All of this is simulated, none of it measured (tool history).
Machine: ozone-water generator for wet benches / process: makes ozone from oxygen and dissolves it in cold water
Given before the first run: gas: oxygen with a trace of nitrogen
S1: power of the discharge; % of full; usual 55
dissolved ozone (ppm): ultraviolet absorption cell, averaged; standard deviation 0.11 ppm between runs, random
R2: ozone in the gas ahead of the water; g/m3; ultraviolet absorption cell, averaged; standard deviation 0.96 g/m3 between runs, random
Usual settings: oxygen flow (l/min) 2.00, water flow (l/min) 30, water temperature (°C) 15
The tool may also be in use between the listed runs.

run 1 hour=0.0 | S1=55 oxygen_flow_(l/min)=2.00 water_flow_(l/min)=30 water_temperature_(°C)=15 | dissolved_ozone_(ppm)=6.1 R2=155.4
run 2 hour=155.1 | S1=55 oxygen_flow_(l/min)=2.00 water_flow_(l/min)=30 water_temperature_(°C)=15 | dissolved_ozone_(ppm)=6.0 R2=153.1
run 3 hour=298.5 | S1=55 oxygen_flow_(l/min)=2.00 water_flow_(l/min)=30 water_temperature_(°C)=15 | dissolved_ozone_(ppm)=5.9 R2=153.8
run 4 hour=387.9 | S1=55 oxygen_flow_(l/min)=2.00 water_flow_(l/min)=30 water_temperature_(°C)=15 | dissolved_ozone_(ppm)=6.1 R2=153.4
run 5 hour=492.3 | S1=55 oxygen_flow_(l/min)=2.00 water_flow_(l/min)=30 water_temperature_(°C)=15 | dissolved_ozone_(ppm)=5.9 R2=155.5
run 6 hour=595.5 | S1=55 oxygen_flow_(l/min)=2.00 water_flow_(l/min)=30 water_temperature_(°C)=15 | dissolved_ozone_(ppm)=5.9 R2=155.4
run 7 hour=780.5 | S1=55 oxygen_flow_(l/min)=2.00 water_flow_(l/min)=30 water_temperature_(°C)=15 | dissolved_ozone_(ppm)=5.8 R2=152.5
run 8 hour=939.1 | S1=55 oxygen_flow_(l/min)=2.00 water_flow_(l/min)=30 water_temperature_(°C)=15 | dissolved_ozone_(ppm)=5.9 R2=152.7
run 9 hour=1040.3 | S1=55 oxygen_flow_(l/min)=2.00 water_flow_(l/min)=30 water_temperature_(°C)=15 | dissolved_ozone_(ppm)=6.0 R2=153.2
run 10 hour=1236.9 | S1=55 oxygen_flow_(l/min)=2.00 water_flow_(l/min)=30 water_temperature_(°C)=15 | dissolved_ozone_(ppm)=5.9 R2=153.5
run 11 hour=1346.7 | S1=55 oxygen_flow_(l/min)=2.00 water_flow_(l/min)=30 water_temperature_(°C)=15 | dissolved_ozone_(ppm)=6.0 R2=153.8
run 12 hour=1521.7 | S1=55 oxygen_flow_(l/min)=1.20 water_flow_(l/min)=30 water_temperature_(°C)=15 | dissolved_ozone_(ppm)=4.9 R2=199.4
run 13 hour=1626.8 | S1=55 oxygen_flow_(l/min)=1.20 water_flow_(l/min)=30 water_temperature_(°C)=15 | dissolved_ozone_(ppm)=5.1 R2=199.0
run 14 hour=1778.8 | S1=55 oxygen_flow_(l/min)=1.20 water_flow_(l/min)=30 water_temperature_(°C)=15 | dissolved_ozone_(ppm)=4.9 R2=198.2
run 15 hour=1954.7 | S1=55 oxygen_flow_(l/min)=2.00 water_flow_(l/min)=30 water_temperature_(°C)=15 | dissolved_ozone_(ppm)=6.1 R2=153.5
run 16 hour=2118.2 | S1=55 oxygen_flow_(l/min)=2.00 water_flow_(l/min)=30 water_temperature_(°C)=15 | dissolved_ozone_(ppm)=5.8 R2=150.3
run 17 hour=2296.7 | S1=57 oxygen_flow_(l/min)=2.00 water_flow_(l/min)=30 water_temperature_(°C)=12 | dissolved_ozone_(ppm)=6.0 R2=155.2
run 18 hour=2421.3 | S1=92 oxygen_flow_(l/min)=1.34 water_flow_(l/min)=30 water_temperature_(°C)=8 | dissolved_ozone_(ppm)=6.7 R2=242.2
run 19 hour=2583.1 | S1=86 oxygen_flow_(l/min)=3.54 water_flow_(l/min)=30 water_temperature_(°C)=15 | dissolved_ozone_(ppm)=8.6 R2=142.7
run 20 hour=2682.0 | S1=86 oxygen_flow_(l/min)=2.45 water_flow_(l/min)=30 water_temperature_(°C)=15 | dissolved_ozone_(ppm)=7.8 R2=170.8
run 21 hour=2799.6 | S1=63 oxygen_flow_(l/min)=2.00 water_flow_(l/min)=41 water_temperature_(°C)=10 | dissolved_ozone_(ppm)=4.5 R2=162.2
run 22 hour=2892.8 | S1=43 oxygen_flow_(l/min)=2.00 water_flow_(l/min)=30 water_temperature_(°C)=9 | dissolved_ozone_(ppm)=5.3 R2=134.3
run 23 hour=3042.1 | S1=75 oxygen_flow_(l/min)=1.49 water_flow_(l/min)=36 water_temperature_(°C)=17 | dissolved_ozone_(ppm)=5.0 R2=205.1
run 24 hour=3223.1 | S1=40 oxygen_flow_(l/min)=1.50 water_flow_(l/min)=32 water_temperature_(°C)=12 | dissolved_ozone_(ppm)=4.0 R2=148.6
run 25 hour=3365.2 | S1=40 oxygen_flow_(l/min)=1.50 water_flow_(l/min)=32 water_temperature_(°C)=12 | dissolved_ozone_(ppm)=4.1 R2=148.3
run 26 hour=3521.2 | S1=55 oxygen_flow_(l/min)=2.00 water_flow_(l/min)=24 water_temperature_(°C)=15 | dissolved_ozone_(ppm)=7.0 R2=151.2
run 27 hour=3617.3 | S1=55 oxygen_flow_(l/min)=2.35 water_flow_(l/min)=46 water_temperature_(°C)=15 | dissolved_ozone_(ppm)=3.7 R2=137.8
run 28 hour=3769.2 | S1=55 oxygen_flow_(l/min)=2.35 water_flow_(l/min)=46 water_temperature_(°C)=15 | dissolved_ozone_(ppm)=3.9 R2=138.0
run 29 hour=3873.8 | S1=55 oxygen_flow_(l/min)=2.35 water_flow_(l/min)=46 water_temperature_(°C)=15 | dissolved_ozone_(ppm)=3.9 R2=138.2
run 30 hour=3979.8 | S1=55 oxygen_flow_(l/min)=2.35 water_flow_(l/min)=46 water_temperature_(°C)=15 | dissolved_ozone_(ppm)=3.7 R2=139.1
run 31 hour=4114.5 | S1=41 oxygen_flow_(l/min)=3.32 water_flow_(l/min)=37 water_temperature_(°C)=8 | dissolved_ozone_(ppm)=4.9 R2=100.2
run 32 hour=4251.5 | S1=41 oxygen_flow_(l/min)=3.32 water_flow_(l/min)=37 water_temperature_(°C)=8 | dissolved_ozone_(ppm)=4.8 R2=99.3

The log once held 2 entries between its listed runs, left out of this copy. Where does each go, and what is different about the tool's unlogged condition between the listed run before it and the listed run after it?
From run 16 to run 17: water thermometer calibrated (hour 2150.6)
  yield of the discharge, % of new electrodes': 91.3 -> 91.2; contactor's efficiency, % of a clean one's: 82.1 -> 81.9; true water temperature over the reading, C: 0.14 -> 0.18
  measured less the result without the state, dissolved ozone (ppm): -1.1 -> -1.1; R2: -12.3 -> -13.2 g/m3
From run 23 to run 24: water thermometer calibrated, once more (hour 3176.0)
  yield of the discharge, % of new electrodes': 90.5 -> 90.3; contactor's efficiency, % of a clean one's: 81 -> 80.8; true water temperature over the reading, C: 0.19 -> -0.07
  measured less the result without the state, dissolved ozone (ppm): -1.2 -> -0.8; R2: -22.2 -> -10.9 g/m3
